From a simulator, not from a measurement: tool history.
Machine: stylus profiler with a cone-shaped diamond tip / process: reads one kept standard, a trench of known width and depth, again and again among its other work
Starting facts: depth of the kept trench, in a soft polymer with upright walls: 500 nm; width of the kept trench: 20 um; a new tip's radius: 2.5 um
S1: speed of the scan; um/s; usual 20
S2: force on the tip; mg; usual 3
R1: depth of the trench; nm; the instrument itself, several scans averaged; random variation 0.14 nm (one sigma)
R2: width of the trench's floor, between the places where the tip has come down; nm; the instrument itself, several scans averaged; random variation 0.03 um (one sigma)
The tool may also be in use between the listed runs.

run    hour  S1    S2      R1     R2
  1       0  20     3   506.6  16760
  2    56.8  20     3   506.7  16760
  3   123.1   5     3  506.51  16780
  4   162.1   5     3  506.96  16750
  5   219.9   5     3  506.87  16730
  6   275.4   5     3  507.04  16710
  7   318.4  20  1.42  504.37  16620
  8   358.2  20  1.42   504.9  16590
  9   437.8  20  1.77  505.08  16540
 10   474.4  20     3  507.15  16570
 11   549.3  20     3  507.42  16570
 12   614.7  20     3  507.55  16610
 13   654.5   6     3  507.24  16540
 14   688.8   6     3  507.38  16590
 15   742.3   6     3  507.48  16560
 16   801.4   6     3  507.68  16590
 17   852.6  20     3  507.84  16450
 18   903.1  20     3  507.65  16450
 19   967.2  20     3  507.75  16430
 20  1010.4  10     3  507.81  16460
 21    1085  15  2.88  507.97  16480
 22  1167.6  17  2.88  508.07  16380
 23  1235.8  43  1.86  506.69  16200
 24  1280.6  14     3  508.14  16320
 25  1327.9  41     3  508.26  16260
 26  1385.3  17  5.31   511.3  16340
 27  1427.6  17  1.99  506.77  16300
 28    1500  37  3.13  508.57  16190
 29    1570   7  1.66  506.46  16330
 30  1650.6   6  6.25  512.59  16350
 31  1727.6   8  1.71  506.82  16250
 32  1794.6   7  2.69  508.48  16260
 33  1852.1  70  2.69  508.85  16010
 34  1915.5   5  1.44  506.71  16220
 35  1951.5  10  2.17  508.16  16180
 36  2030.2  10  2.17  508.01  16190
 37  2064.2  10  4.76   511.5  16170
 38  2100.4  10  4.76  511.55  16180
 39  2167.9  15  7.39  514.42  16160
 40  2232.8  25  4.59  511.15  16100

Some steps in R1, run to run, broken into two amounts with sign: the step expected even without the hidden condition (settings, incoming material, random variation), and the rest, left for the hidden condition together with whatever gauge scatter is not in both the measured and the hidden-condition-free result:
Hidden conditions of the tool in this case: radius of the tip, um; height scale over the true one, %; drift of the gauge itself on depth_nm, %; drift of the gauge itself on floor_um, %.
Run 8 -> 9: S2 1.42 -> 1.77. R1 +0.18 nm: hidden state +0.1, all else +0.08.
Run 26 -> 27: S2 5.31 -> 1.99. R1 -4.53 nm: hidden state +0.03, all else -4.56.
Run 27 -> 28: S1 17 -> 37, S2 1.99 -> 3.13. R1 +1.8 nm: hidden state +0.11, all else +1.69.
Run 29 -> 30: S1 7 -> 6, S2 1.66 -> 6.25. R1 +6.13 nm: hidden state +0.12, all else +6.01.
Run 30 -> 31: S1 6 -> 8, S2 6.25 -> 1.71. R1 -5.77 nm: hidden state +0.07, all else -5.84.
